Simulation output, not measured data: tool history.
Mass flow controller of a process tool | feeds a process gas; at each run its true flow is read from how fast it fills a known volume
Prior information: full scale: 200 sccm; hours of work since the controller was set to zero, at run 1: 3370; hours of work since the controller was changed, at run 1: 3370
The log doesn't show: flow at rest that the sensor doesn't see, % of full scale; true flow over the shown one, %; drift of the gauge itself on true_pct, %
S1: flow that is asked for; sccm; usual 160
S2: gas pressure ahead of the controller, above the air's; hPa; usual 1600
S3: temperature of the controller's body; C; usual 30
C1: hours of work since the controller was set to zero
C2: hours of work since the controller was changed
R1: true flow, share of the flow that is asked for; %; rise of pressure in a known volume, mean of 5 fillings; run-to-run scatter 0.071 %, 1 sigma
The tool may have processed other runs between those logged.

Run 1, day 0.000: usual settings; C1 3370; C2 3370. Result: R1 99.57 %.
Run 2, day 3.312: usual settings; C1 3420; C2 3420. Result: R1 99.21 %.
Run 3, day 10.267: usual settings; C1 3524; C2 3524. Result: R1 99.38 %.
Run 4, day 14.112: usual settings but S3 26 C; C1 3582; C2 3582. Result: R1 99.48 %.
Run 5, day 19.671: usual settings but S3 26 C; C1 3665; C2 3665. Result: R1 99.54 %.
Run 6, day 27.579: usual settings but S2 1470 hPa, S3 26 C; C1 3783; C2 3783. Result: R1 99.56 %.
Run 7, day 32.750: usual settings but S3 40 C; C1 3861; C2 3861. Result: R1 98.86 %.
Run 8, day 36.525: usual settings but S3 40 C; C1 3917; C2 3917. Result: R1 98.82 %.
Run 9, day 42.217: usual settings but S3 40 C; C1 4002; C2 4002. Result: R1 98.66 %.
Run 10, day 47.321: usual settings; C1 4079; C2 4079. Result: R1 99.26 %.
Run 11, day 53.092: usual settings; C1 4165; C2 4165. Result: R1 99.19 %.
Run 12, day 59.608: usual settings but S3 40 C; C1 4263; C2 4263. Result: R1 98.60 %.
Run 13, day 66.875: usual settings; C1 4372; C2 4372. Result: R1 99.02 %.
Run 14, day 71.158: usual settings; C1 4436; C2 4436. Result: R1 98.93 %.
Run 15, day 77.762: usual settings but S1 96 sccm; C1 4535; C2 4535. Result: R1 98.11 %.
Run 16, day 85.154: usual settings but S1 96 sccm; C1 4646; C2 4646. Result: R1 98.09 %.
Run 17, day 93.279: usual settings but S1 190 sccm, S2 2200 hPa; C1 4767; C2 4767. Result: R1 98.87 %.
Run 18, day 99.362: usual settings but S1 145 sccm, S2 2200 hPa, S3 26 C; C1 4858; C2 4858. Result: R1 98.52 %.
Run 19, day 105.662: usual settings but S1 145 sccm, S2 2200 hPa, S3 26 C; C1 4953; C2 4953. Result: R1 98.43 %.
Run 20, day 111.033: usual settings but S2 2190 hPa; C1 5033; C2 5033. Result: R1 98.36 %.
Run 21, day 114.542: usual settings but S2 2370 hPa, S3 35 C; C1 5086; C2 5086. Result: R1 98.09 %.
Run 22, day 122.600: usual settings but S1 67 sccm, S2 2370 hPa, S3 35 C; C1 5207; C2 5207. Result: R1 96.83 %.
Run 23, day 129.200: usual settings but S3 33 C; C1 5305; C2 5305. Result: R1 98.47 %.
Run 24, day 136.862: usual settings but S1 25 sccm, S2 2530 hPa; C1 5420; C2 5420. Result: R1 96.50 %.
Run 25, day 140.271: usual settings but S1 25 sccm, S2 2530 hPa, S3 27 C; C1 5471; C2 5471. Result: R1 96.63 %.
Run 26, day 146.471: usual settings but S1 25 sccm, S2 2530 hPa, S3 27 C; C1 5564; C2 5564. Result: R1 96.51 %.
Run 27, day 150.988: usual settings but S1 59 sccm, S3 39 C; C1 5632; C2 5632. Result: R1 96.76 %.
Run 28, day 155.012: usual settings but S1 59 sccm, S2 1740 hPa, S3 35 C; C1 5692; C2 5692. Result: R1 96.82 %.
Run 29, day 158.933: usual settings but S1 24 sccm, S3 28 C; C1 5751; C2 5751. Result: R1 96.75 %.
Run 30, day 162.967: usual settings but S1 48 sccm, S2 2040 hPa, S3 22 C; C1 5811; C2 5811. Result: R1 96.96 %.
Run 31, day 166.867: usual settings but S1 151 sccm; C1 5870; C2 5870. Result: R1 98.25 %.

Run 32 has not been measured yet. What should we expect?
Run 32, day 173.433: usual settings but S1 151 sccm; C1 5968; C2 5968. Result: R1 ?.

{"run 32": {"R1": 98.1}}
Without the tool's hidden state the same run would have given R1 99.31 %.

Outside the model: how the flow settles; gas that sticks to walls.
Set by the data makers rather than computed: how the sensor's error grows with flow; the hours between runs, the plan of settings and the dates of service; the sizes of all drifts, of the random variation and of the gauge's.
